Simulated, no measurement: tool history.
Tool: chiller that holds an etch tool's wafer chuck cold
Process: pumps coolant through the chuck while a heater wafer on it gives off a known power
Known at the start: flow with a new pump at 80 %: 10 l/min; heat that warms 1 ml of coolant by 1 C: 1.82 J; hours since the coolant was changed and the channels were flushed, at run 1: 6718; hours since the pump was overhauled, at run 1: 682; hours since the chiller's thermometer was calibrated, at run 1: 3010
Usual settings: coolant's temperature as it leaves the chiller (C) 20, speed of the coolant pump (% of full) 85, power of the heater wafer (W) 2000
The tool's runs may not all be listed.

run	hour	coolant's temperature as it leaves the chiller (C)	speed of the coolant pump (% of full)	power of the heater wafer (W)	hours since the coolant was changed and the channels were flushed	hours since the pump was overhauled	hours since the chiller's thermometer was calibrated	chuck's temperature once it has settled (C)	how much warmer the coolant comes back (C)
1	0.0	20	85	2000	6718	682	3010	47.1	6.18
2	53.5	20	85	2000	6772	736	3063	47.3	6.20
3	115.9	20	85	2000	6834	798	3126	47.2	6.27
4	168.4	20	71	2000	6887	851	3178	51.3	7.38
5	231.4	20	71	2000	6950	914	3241	51.5	7.44
6	286.8	20	71	2000	7005	969	3296	51.3	7.43
7	315.5	20	85	2000	7034	998	3325	47.5	6.25
8	349.3	20	85	2000	7068	1032	3359	47.5	6.16
9	388.5	20	85	2000	7107	1071	3398	47.5	6.18
10	436.9	20	85	2000	7155	1119	3446	47.4	6.29
11	473.9	23	99	1637	7192	1156	3483	43.2	4.39
12	523.1	13	85	1637	7242	1205	3533	35.6	5.11
13	583.7	15	71	2000	7302	1266	3593	46.4	7.41

Run 14 comes next. What will it give?
14	641.7	21	61	2000	7360	1324	3651	?	?

chuck's temperature once it has settled (C): 56.4
how much warmer the coolant comes back (C): 8.67
Without the tool's hidden state the same run would have given chuck's temperature once it has settled (C) 52.0, how much warmer the coolant comes back (C) 8.59.

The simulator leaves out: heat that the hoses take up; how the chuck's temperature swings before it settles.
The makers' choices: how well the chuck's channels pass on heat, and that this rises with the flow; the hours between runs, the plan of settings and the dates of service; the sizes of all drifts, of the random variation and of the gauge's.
